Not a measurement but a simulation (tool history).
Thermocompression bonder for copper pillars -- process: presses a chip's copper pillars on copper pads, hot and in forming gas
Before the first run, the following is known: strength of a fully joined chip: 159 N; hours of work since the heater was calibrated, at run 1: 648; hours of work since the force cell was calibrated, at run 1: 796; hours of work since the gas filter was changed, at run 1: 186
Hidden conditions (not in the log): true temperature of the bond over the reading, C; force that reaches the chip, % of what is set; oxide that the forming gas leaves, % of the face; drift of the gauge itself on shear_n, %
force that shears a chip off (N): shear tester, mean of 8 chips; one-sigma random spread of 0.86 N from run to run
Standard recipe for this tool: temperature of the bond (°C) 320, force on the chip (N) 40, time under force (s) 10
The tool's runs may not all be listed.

| run | hour | temperature of the bond (°C) | force on the chip (N) | time under force (s) | hours of work since the heater was calibrated | hours of work since the force cell was calibrated | hours of work since the gas filter was changed | force that shears a chip off (N) |
|---|---|---|---|---|---|---|---|---|
| 1 | 0 | 320 | 40 | 10 | 648 | 796 | 186 | 64.9 |
| 2 | 38.3 | 320 | 40 | 10 | 673 | 821 | 211 | 64.8 |
| 3 | 55.5 | 320 | 40 | 10 | 685 | 833 | 223 | 63.7 |
|  | 58.2 | forming gas filter changed |
| 4 | 82.6 | 308 | 40 | 10 | 703 | 851 | 16 | 60.6 |
| 5 | 99.5 | 308 | 40 | 10 | 714 | 862 | 28 | 58.8 |
| 6 | 130 | 320 | 40 | 10 | 734 | 882 | 48 | 67.8 |
| 7 | 165 | 320 | 40 | 10 | 758 | 906 | 71 | 65.6 |
| 8 | 186 | 320 | 57 | 10 | 772 | 920 | 85 | 92 |
| 9 | 208.7 | 320 | 57 | 10 | 787 | 935 | 100 | 92.1 |
| 10 | 238 | 320 | 40 | 10 | 806 | 954 | 120 | 65.5 |
| 11 | 269.1 | 320 | 40 | 10 | 827 | 975 | 141 | 65 |
| 12 | 298.7 | 320 | 40 | 10 | 847 | 995 | 160 | 63.6 |
| 13 | 318 | 320 | 59 | 10 | 860 | 1008 | 173 | 91 |
| 14 | 358.6 | 320 | 59 | 10 | 887 | 1035 | 200 | 90.4 |
| 15 | 377.3 | 320 | 59 | 10 | 899 | 1047 | 213 | 91.7 |
|  | 393.8 | forming gas filter changed |
| 16 | 394.9 | 320 | 40 | 20 | 911 | 1059 | 1 | 85.2 |
| 17 | 426.5 | 320 | 40 | 20 | 932 | 1080 | 22 | 83.6 |
| 18 | 458.6 | 320 | 40 | 20 | 953 | 1101 | 43 | 84.3 |
| 19 | 499.6 | 320 | 40 | 20 | 981 | 1129 | 71 | 83.7 |
| 20 | 518.8 | 320 | 40 | 20 | 993 | 1141 | 83 | 82.4 |
| 21 | 555.6 | 320 | 26 | 20 | 1018 | 1166 | 108 | 52.7 |
| 22 | 579.3 | 320 | 26 | 20 | 1034 | 1182 | 124 | 52.5 |
|  | 612.4 | heater calibrated with a thermocouple chip |
| 23 | 619.8 | 320 | 40 | 20 | 5 | 1207 | 149 | 91.9 |
| 24 | 649.5 | 323 | 40 | 28 | 25 | 1227 | 169 | 98.8 |
|  | 654.1 | force cell calibrated |
| 25 | 669.2 | 323 | 40 | 28 | 37 | 10 | 181 | 102.3 |
| 26 | 702.1 | 323 | 40 | 28 | 59 | 32 | 203 | 101.1 |
| 27 | 723.6 | 310 | 39 | 10 | 73 | 46 | 218 | 62.2 |
|  | 733.1 | forming gas filter changed |
| 28 | 743.7 | 320 | 41 | 20 | 86 | 60 | 7 | 94 |
| 29 | 773.7 | 316 | 40 | 10 | 106 | 79 | 27 | 72.3 |
| 30 | 811.4 | 316 | 40 | 10 | 131 | 105 | 52 | 71 |
| 31 | 833.9 | 328 | 54 | 10 | 147 | 120 | 67 | 102 |
| 32 | 855.5 | 347 | 26 | 22 | 161 | 134 | 82 | 80.3 |
| 33 | 874.1 | 333 | 33 | 8 | 173 | 147 | 94 | 62.3 |
|  | 893.9 | force cell calibrated, once more |
| 34 | 913.4 | 333 | 33 | 8 | 199 | 13 | 119 | 57.9 |
| 35 | 944.6 | 304 | 43 | 10 | 219 | 34 | 140 | 63.9 |
| 36 | 964.5 | 320 | 56 | 10 | 233 | 47 | 153 | 92.4 |
| 37 | 984.8 | 318 | 51 | 18 | 246 | 61 | 167 | 99.7 |
| 38 | 1007 | 318 | 51 | 18 | 261 | 75 | 182 | 98.9 |
| 39 | 1026.5 | 327 | 55 | 18 | 274 | 89 | 195 | 109.7 |

Selected run-to-run steps in force that shears a chip off (N), each split into two signed amounts: the part the tool would show with no hidden state at all (from settings, incoming material and random variation), and the remainder, which goes to the hidden state together with any gauge scatter not common to the measured and the hidden-state-free results:
Run 15 -> 16: force on the chip (N) 59 -> 40, time under force (s) 10 -> 20, forming gas filter changed. force that shears a chip off (N) -6.5: hidden state +4.6, all else -11.1.
Run 22 -> 23: force on the chip (N) 26 -> 40, heater calibrated with a thermocouple chip. force that shears a chip off (N) +39.4: hidden state +6.4, all else +33.
Run 26 -> 27: temperature of the bond (°C) 323 -> 310, force on the chip (N) 40 -> 39, time under force (s) 28 -> 10. force that shears a chip off (N) -38.9: hidden state +0.7, all else -39.6.
Run 27 -> 28: temperature of the bond (°C) 310 -> 320, force on the chip (N) 39 -> 41, time under force (s) 10 -> 20, forming gas filter changed. force that shears a chip off (N) +31.8: hidden state +3.4, all else +28.4.
Run 33 -> 34: force cell calibrated, once more. force that shears a chip off (N) -4.4: hidden state -3.5, all else -0.9.
